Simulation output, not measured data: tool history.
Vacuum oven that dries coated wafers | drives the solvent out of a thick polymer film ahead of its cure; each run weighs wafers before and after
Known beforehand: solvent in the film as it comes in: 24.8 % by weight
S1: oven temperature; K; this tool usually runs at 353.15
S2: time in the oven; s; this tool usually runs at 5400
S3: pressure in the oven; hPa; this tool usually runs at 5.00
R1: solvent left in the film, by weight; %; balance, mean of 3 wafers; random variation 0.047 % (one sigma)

run,day,S1,S2,S3,R1
1,0.000,353.15,5400,5.00,1.86
2,0.533,353.15,5400,5.00,1.84
3,1.338,353.15,5400,5.00,1.79
4,2.054,353.15,5400,5.00,1.80
5,2.971,353.15,5400,5.00,1.73
6,3.467,353.15,5400,2.50,1.69
7,4.229,353.15,5400,5.00,1.81
8,4.796,353.15,5400,5.00,1.88
9,5.812,349.15,5400,5.00,3.54
10,6.808,349.15,5400,5.00,3.52
11,7.696,353.15,5400,7.11,1.94
12,8.317,353.15,5400,7.11,1.96
13,9.125,353.15,5400,7.11,1.99
14,9.679,353.15,5400,7.11,1.96
15,10.633,353.15,5400,7.11,1.96
16,11.079,353.15,5400,7.11,1.99
17,11.529,353.15,5400,7.11,2.03
18,12.412,353.15,5400,7.11,1.94
19,13.250,345.15,5400,7.11,5.78
20,14.225,360.15,5460,18.59,0.80
21,14.646,367.15,6000,5.00,0.16
22,15.496,367.15,6000,5.00,0.10
23,16.104,367.15,6000,5.00,0.19
24,16.892,353.15,3480,6.71,4.43
25,17.671,353.15,3480,6.71,4.44
26,18.671,361.15,5580,6.08,0.42
27,19.362,368.15,3120,15.86,0.68
28,20.000,368.15,3120,15.86,0.69
29,20.554,368.15,3120,15.86,0.67
30,21.554,360.15,5400,5.00,0.51
31,22.254,340.15,3960,6.10,11.11

Some steps in R1 between neighbouring runs. How much of each would the tool show without its hidden state too (settings, what came in, random variation), and how much is left for the hidden state, with any gauge scatter that isn't in both results?
Hidden conditions of the tool in this case: true wafer temperature over the reading, C; true pressure over the reading, kPa; drift of the gauge itself on solvent_pct, %.
Run 19 -> 20: S1 345.15 -> 360.15, S2 5400 -> 5460, S3 7.11 -> 18.59. R1 -4.98 %: hidden state -0.62, all else -4.36.
Run 23 -> 24: S1 367.15 -> 353.15, S2 6000 -> 3480, S3 5.00 -> 6.71. R1 +4.24 %: hidden state +0.68, all else +3.56.
Run 30 -> 31: S1 360.15 -> 340.15, S2 5400 -> 3960, S3 5.00 -> 6.10. R1 +10.60 %: hidden state +0.76, all else +9.84.
